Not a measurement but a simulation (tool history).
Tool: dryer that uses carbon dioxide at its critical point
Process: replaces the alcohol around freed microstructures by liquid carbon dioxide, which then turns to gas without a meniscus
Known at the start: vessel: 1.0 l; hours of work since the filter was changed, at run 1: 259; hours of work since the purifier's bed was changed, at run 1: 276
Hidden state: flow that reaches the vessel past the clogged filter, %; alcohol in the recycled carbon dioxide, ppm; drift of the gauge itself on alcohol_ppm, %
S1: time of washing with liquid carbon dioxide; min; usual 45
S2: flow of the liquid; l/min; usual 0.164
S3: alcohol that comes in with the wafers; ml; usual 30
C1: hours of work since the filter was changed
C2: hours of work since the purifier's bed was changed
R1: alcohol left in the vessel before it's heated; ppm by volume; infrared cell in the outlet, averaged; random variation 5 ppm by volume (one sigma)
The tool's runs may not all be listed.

run	hour	S1	S2	S3	C1	C2	R1
1	0.0	45	0.164	30	259	276	119
2	31.8	45	0.164	30	271	288	117
3	53.8	45	0.164	30	279	296	123
4	68.1	45	0.164	30	285	302	120
# hour 73.1: inlet filter changed
5	100.4	45	0.164	44	10	314	99
6	116.1	45	0.164	44	17	320	108
7	134.0	45	0.164	44	23	327	107
8	154.8	45	0.164	30	31	335	93
9	184.3	45	0.164	72	43	346	120
10	216.5	45	0.164	72	55	358	148
11	240.8	45	0.164	72	64	368	160
12	272.2	45	0.164	72	77	380	153
13	297.9	45	0.164	72	86	390	149
14	316.1	45	0.164	72	93	397	165
15	348.4	45	0.164	72	106	409	171
16	361.5	36	0.164	30	111	414	218
17	386.2	36	0.164	30	120	424	217
18	399.6	36	0.164	30	125	429	221
19	419.9	58	0.164	30	133	437	99
20	445.9	58	0.164	30	143	447	103
21	468.4	27	0.164	30	152	455	634
22	497.3	45	0.175	30	163	466	124
23	518.5	45	0.175	30	171	474	130
24	542.3	35	0.153	47	180	484	479
25	555.6	46	0.138	44	185	489	251
26	573.9	46	0.138	44	192	496	254
27	599.6	46	0.138	44	202	506	263
28	618.0	45	0.221	40	209	513	114
29	637.4	45	0.232	34	217	520	118
30	665.8	51	0.144	34	228	531	173
31	687.8	71	0.165	30	236	540	123
32	714.5	71	0.165	30	247	550	119
33	727.8	61	0.263	34	252	555	128
34	752.2	45	0.111	30	261	564	532
35	774.2	29	0.135	64	269	573	2373
36	794.2	29	0.135	64	277	580	2378
37	812.2	43	0.117	112	284	587	1646
# hour 818.6: inlet filter changed
38	843.0	51	0.224	67	9	599	126
39	871.3	51	0.224	67	20	610	135
40	891.3	51	0.224	67	28	617	140
41	908.1	43	0.164	58	34	624	197
42	934.3	43	0.164	58	44	634	198
43	947.4	70	0.164	58	49	639	139
44	966.9	29	0.279	42	57	646	156
45	994.3	35	0.129	27	68	657	482
46	1025.7	35	0.129	27	80	669	496

Forecast each of these 3 alternatives for the next run:
A	1049.8	54	0.265	43	89	678	?
B	1049.8	29	0.239	30	89	678	?
C	1049.8	69	0.213	63	89	678	?

run	R1
A	150
B	193
C	153
Without the tool's hidden state the same runs would have given:
run	R1
A	4
B	36
C	14

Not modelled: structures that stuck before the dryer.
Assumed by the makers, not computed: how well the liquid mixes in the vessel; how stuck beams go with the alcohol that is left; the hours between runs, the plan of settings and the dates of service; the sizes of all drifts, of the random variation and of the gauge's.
